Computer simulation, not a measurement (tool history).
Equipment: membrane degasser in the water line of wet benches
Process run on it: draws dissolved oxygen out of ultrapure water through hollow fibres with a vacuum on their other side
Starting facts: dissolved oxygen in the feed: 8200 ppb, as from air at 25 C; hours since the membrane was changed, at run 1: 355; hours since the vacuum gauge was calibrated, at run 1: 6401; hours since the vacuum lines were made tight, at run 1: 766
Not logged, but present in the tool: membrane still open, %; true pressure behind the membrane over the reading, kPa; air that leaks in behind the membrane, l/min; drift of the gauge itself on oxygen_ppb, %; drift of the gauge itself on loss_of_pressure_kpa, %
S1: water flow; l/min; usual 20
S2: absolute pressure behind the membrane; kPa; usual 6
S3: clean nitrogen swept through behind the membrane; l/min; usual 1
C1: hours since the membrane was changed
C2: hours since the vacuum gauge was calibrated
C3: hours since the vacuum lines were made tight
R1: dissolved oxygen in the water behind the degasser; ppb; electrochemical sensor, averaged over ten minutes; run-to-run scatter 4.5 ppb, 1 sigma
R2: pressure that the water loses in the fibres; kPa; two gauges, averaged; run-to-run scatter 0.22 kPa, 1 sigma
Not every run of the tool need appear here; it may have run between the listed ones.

Run 1, hour 0: usual settings; C1 355; C2 6401; C3 766. Result: R1 457.7 ppb, R2 53.04 kPa.
Run 2, hour 30.9: usual settings but S3 0.56 l/min; C1 386; C2 6432; C3 797. Result: R1 531.3 ppb, R2 53.48 kPa.
Run 3, hour 88: usual settings; C1 443; C2 6489; C3 854. Result: R1 457.4 ppb, R2 53.04 kPa.
Run 4, hour 140.8: usual settings; C1 496; C2 6542; C3 907. Result: R1 451.5 ppb, R2 53.09 kPa.
Run 5, hour 211.6: usual settings but S2 4.23 kPa; C1 566; C2 6613; C3 978. Result: R1 388.7 ppb, R2 52.81 kPa.
Run 6, hour 264.8: usual settings but S2 4.23 kPa; C1 620; C2 6666; C3 1031. Result: R1 385.5 ppb, R2 53.25 kPa.
Run 7, hour 312.7: usual settings but S2 4.23 kPa; C1 668; C2 6714; C3 1079. Result: R1 386.4 ppb, R2 53.09 kPa.
Run 8, hour 373.3: usual settings but S2 4.23 kPa; C1 728; C2 6775; C3 1139. Result: R1 388.8 ppb, R2 53.2 kPa.
Run 9, hour 406.6: usual settings but S2 10.92 kPa, S3 1.04 l/min; C1 761; C2 6808; C3 1173. Result: R1 644 ppb, R2 53.49 kPa.
Run 10, hour 469.8: usual settings but S2 10.92 kPa, S3 1.04 l/min; C1 825; C2 6871; C3 1236. Result: R1 632.8 ppb, R2 53.32 kPa.
Run 11, hour 522.3: usual settings but S2 10.92 kPa, S3 1.04 l/min; C1 877; C2 6924; C3 1288. Result: R1 642.1 ppb, R2 53.39 kPa.
Run 12, hour 569.6: usual settings but S1 27 l/min, S2 13.55 kPa, S3 1.55 l/min; C1 924; C2 6971; C3 1336. Result: R1 1029.8 ppb, R2 72.18 kPa.
Run 13, hour 607: usual settings but S2 9.95 kPa, S3 0.58 l/min; C1 962; C2 7008; C3 1373. Result: R1 784.3 ppb, R2 53.57 kPa.
Run 14, hour 663.8: usual settings but S1 30 l/min, S2 8.12 kPa; C1 1019; C2 7065; C3 1430. Result: R1 1095 ppb, R2 79.89 kPa.
Run 15, hour 731.5: usual settings but S1 13 l/min, S3 1.53 l/min; C1 1086; C2 7133; C3 1498. Result: R1 147.9 ppb, R2 34.62 kPa.

Run 16 has not been measured yet. What should we expect?
Run 16, hour 798.8: usual settings but S1 24 l/min, S2 4.58 kPa, S3 2.4 l/min; C1 1154; C2 7200; C3 1565. Result: R1 ?, R2 ?.

{"run 16": {"R1": 561.7, "R2": 64.31}}
Had the tool carried no hidden state, the very same run would have given R1 545.1 ppb, R2 63.74 kPa.
